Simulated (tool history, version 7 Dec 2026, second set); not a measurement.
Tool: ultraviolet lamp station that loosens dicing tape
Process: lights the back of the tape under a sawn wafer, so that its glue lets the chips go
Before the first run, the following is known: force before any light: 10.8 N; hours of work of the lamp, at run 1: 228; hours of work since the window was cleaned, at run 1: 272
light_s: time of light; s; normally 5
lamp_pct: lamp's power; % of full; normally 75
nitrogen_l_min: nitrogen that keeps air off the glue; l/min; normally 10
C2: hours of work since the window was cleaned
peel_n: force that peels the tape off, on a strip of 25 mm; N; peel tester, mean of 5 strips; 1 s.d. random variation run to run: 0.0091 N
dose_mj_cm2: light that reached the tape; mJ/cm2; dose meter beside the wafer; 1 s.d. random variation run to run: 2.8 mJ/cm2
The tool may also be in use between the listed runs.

{"run": 1, "day": 0.0, "light_s": 5, "lamp_pct": 75, "nitrogen_l_min": 10, "hours of work of the lamp": 228, "C2": 272, "peel_n": 0.369, "dose_mj_cm2": 382}
{"run": 2, "day": 1.55, "light_s": 5, "lamp_pct": 75, "nitrogen_l_min": 10, "hours of work of the lamp": 245, "C2": 289, "peel_n": 0.37, "dose_mj_cm2": 379}
{"run": 3, "day": 3.804, "light_s": 5, "lamp_pct": 75, "nitrogen_l_min": 10, "hours of work of the lamp": 271, "C2": 315, "peel_n": 0.377, "dose_mj_cm2": 378}
{"day": 4.175, "done": "window cleaned of glue's vapour"}
{"run": 4, "day": 7.154, "light_s": 5, "lamp_pct": 75, "nitrogen_l_min": 10, "hours of work of the lamp": 308, "C2": 34, "peel_n": 0.377, "dose_mj_cm2": 374}
{"run": 5, "day": 9.758, "light_s": 5, "lamp_pct": 75, "nitrogen_l_min": 10, "hours of work of the lamp": 338, "C2": 63, "peel_n": 0.366, "dose_mj_cm2": 381}
{"run": 6, "day": 12.271, "light_s": 5, "lamp_pct": 75, "nitrogen_l_min": 10, "hours of work of the lamp": 366, "C2": 91, "peel_n": 0.38, "dose_mj_cm2": 377}
{"run": 7, "day": 15.358, "light_s": 4, "lamp_pct": 75, "nitrogen_l_min": 10, "hours of work of the lamp": 401, "C2": 126, "peel_n": 0.606, "dose_mj_cm2": 305}
{"run": 8, "day": 18.821, "light_s": 4, "lamp_pct": 75, "nitrogen_l_min": 10, "hours of work of the lamp": 440, "C2": 165, "peel_n": 0.613, "dose_mj_cm2": 302}
{"run": 9, "day": 22.392, "light_s": 4, "lamp_pct": 75, "nitrogen_l_min": 10, "hours of work of the lamp": 480, "C2": 205, "peel_n": 0.625, "dose_mj_cm2": 301}
{"run": 10, "day": 24.167, "light_s": 5, "lamp_pct": 79, "nitrogen_l_min": 10, "hours of work of the lamp": 500, "C2": 225, "peel_n": 0.329, "dose_mj_cm2": 396}
{"run": 11, "day": 26.133, "light_s": 5, "lamp_pct": 92, "nitrogen_l_min": 12, "hours of work of the lamp": 522, "C2": 248, "peel_n": 0.26, "dose_mj_cm2": 466}
{"run": 12, "day": 27.708, "light_s": 4, "lamp_pct": 94, "nitrogen_l_min": 10, "hours of work of the lamp": 540, "C2": 265, "peel_n": 0.38, "dose_mj_cm2": 386}
{"run": 13, "day": 29.712, "light_s": 2, "lamp_pct": 69, "nitrogen_l_min": 3, "hours of work of the lamp": 563, "C2": 288, "peel_n": 4.097, "dose_mj_cm2": 139}
{"run": 14, "day": 31.642, "light_s": 4, "lamp_pct": 86, "nitrogen_l_min": 16, "hours of work of the lamp": 584, "C2": 310, "peel_n": 0.365, "dose_mj_cm2": 348}
{"day": 32.458, "done": "window cleaned of glue's vapour"}
{"run": 15, "day": 33.338, "light_s": 5, "lamp_pct": 95, "nitrogen_l_min": 10, "hours of work of the lamp": 603, "C2": 10, "peel_n": 0.261, "dose_mj_cm2": 479}
{"run": 16, "day": 35.388, "light_s": 5, "lamp_pct": 95, "nitrogen_l_min": 10, "hours of work of the lamp": 626, "C2": 33, "peel_n": 0.256, "dose_mj_cm2": 483}
{"run": 17, "day": 38.371, "light_s": 5, "lamp_pct": 75, "nitrogen_l_min": 11, "hours of work of the lamp": 660, "C2": 67, "peel_n": 0.365, "dose_mj_cm2": 377}
{"run": 18, "day": 40.367, "light_s": 5, "lamp_pct": 75, "nitrogen_l_min": 11, "hours of work of the lamp": 682, "C2": 89, "peel_n": 0.378, "dose_mj_cm2": 381}
{"run": 19, "day": 43.683, "light_s": 3, "lamp_pct": 75, "nitrogen_l_min": 8, "hours of work of the lamp": 720, "C2": 127, "peel_n": 1.251, "dose_mj_cm2": 229}

What if the next run were any one of these 3? Each begins from the tool's condition after run 19:
{"run": "A", "day": 46.254, "light_s": 3, "lamp_pct": 75, "nitrogen_l_min": 10, "hours of work of the lamp": 749, "C2": 156, "peel_n": "?", "dose_mj_cm2": "?"}
{"run": "B", "day": 46.254, "light_s": 2, "lamp_pct": 68, "nitrogen_l_min": 18, "hours of work of the lamp": 749, "C2": 156, "peel_n": "?", "dose_mj_cm2": "?"}
{"run": "C", "day": 46.254, "light_s": 2, "lamp_pct": 75, "nitrogen_l_min": 17, "hours of work of the lamp": 749, "C2": 156, "peel_n": "?", "dose_mj_cm2": "?"}

run=A peel_n=1.114 dose_mj_cm2=227
run=B peel_n=2.229 dose_mj_cm2=139
run=C peel_n=1.919 dose_mj_cm2=153
With no hidden state in the tool, these same runs would have given:
run=A peel_n=1.111 dose_mj_cm2=227
run=B peel_n=2.224 dose_mj_cm2=139
run=C peel_n=1.914 dose_mj_cm2=153

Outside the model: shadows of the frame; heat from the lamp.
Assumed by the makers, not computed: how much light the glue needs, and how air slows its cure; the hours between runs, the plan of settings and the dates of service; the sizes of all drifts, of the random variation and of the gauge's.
